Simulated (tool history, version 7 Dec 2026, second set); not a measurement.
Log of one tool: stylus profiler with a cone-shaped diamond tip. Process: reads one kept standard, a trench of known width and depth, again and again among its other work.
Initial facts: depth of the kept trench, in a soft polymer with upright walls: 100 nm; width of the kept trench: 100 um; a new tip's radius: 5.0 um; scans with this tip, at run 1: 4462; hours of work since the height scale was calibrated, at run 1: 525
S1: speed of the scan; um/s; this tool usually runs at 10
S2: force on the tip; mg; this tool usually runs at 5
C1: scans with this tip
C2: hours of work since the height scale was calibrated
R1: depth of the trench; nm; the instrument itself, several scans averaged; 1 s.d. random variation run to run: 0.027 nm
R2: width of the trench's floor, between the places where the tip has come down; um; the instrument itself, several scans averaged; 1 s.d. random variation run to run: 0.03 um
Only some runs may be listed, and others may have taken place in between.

run     day  S1     S2    C1   C2      R1     R2
  1       0  10      5  4462  525  102.15  97.55
  2   1.833  10      5  4633  545  102.21  97.54
  3   2.888  10   6.12  4731  557  102.49  97.55
  4   3.779  10   6.12  4815  566  102.47   97.5
  5     5.8  10   6.12  5003  589  102.46  97.52
  6   7.508  10   6.12  5163  607  102.44  97.48
  7    8.75  10   6.12  5279  621  102.42  97.46
  8  10.821  28      5  5472  644   102.1  97.43
  9  12.783  10   2.61  5655  665  101.27  97.41
 10    13.7  10   2.61  5741  676  101.29  97.42
 11  14.888  36   2.61  5852  689  101.28  97.31
 12  16.354  36   2.61  5989  705  101.29  97.24
 13  18.362  36   2.61  6176  727  101.27  97.21
 14  19.388   9   2.86  6272  738  101.36  97.39
 15  21.338   9   2.86  6454  759  101.38  97.37
 16  22.704   4   9.19  6582  774  103.27  97.42
 17  24.333  34   2.07  6734  792  101.05  97.18
 18  25.246  34   8.08  6819  802  102.91  97.27
 19  26.267   2   9.41  6914  814  103.34  97.39
 20  27.125   2   9.41  6994  823  103.25  97.37
     27.854  -- height scale calibrated on a step standard
 21  28.962   6   1.93  7164   12  101.25  97.34
 22  29.904  12   2.65  7252   23  101.49  97.29
 23  31.017   8   3.68  7356   35  101.88  97.38
 24    32.8   8  14.62  7522   54  104.72  97.32
 25  33.833   8  14.62  7619   66  104.73  97.34
 26   35.85  27   2.43  7807   88  101.41  97.23

Measured less the same run without the tool's hidden state. The same run-to-run variation is in both; the gauge's scatter may not be:
The hidden state here: radius of the tip, um; height scale over the true one, %; drift of the gauge itself on depth_nm, %; drift of the gauge itself on floor_um, %.
run     R1     R2
  1  -0.16  -0.43
  2  -0.16  -0.45
  3  -0.16  -0.46
  4  -0.16  -0.46
  5  -0.17  -0.49
  6  -0.18  -0.49
  7  -0.19  -0.51
  8  -0.19  -0.52
  9  -0.19  -0.54
 10  -0.19  -0.54
 11   -0.2  -0.55
 12  -0.21  -0.57
 13  -0.21  -0.58
 14  -0.22  -0.59
 15  -0.22   -0.6
 16  -0.22  -0.62
 17  -0.23  -0.62
 18  -0.24  -0.63
 19  -0.24  -0.63
 20  -0.25  -0.64
 21     +0  -0.66
 22     +0  -0.67
 23  -0.01  -0.68
 24  -0.02  -0.68
 25  -0.01   -0.7
 26  -0.02  -0.71
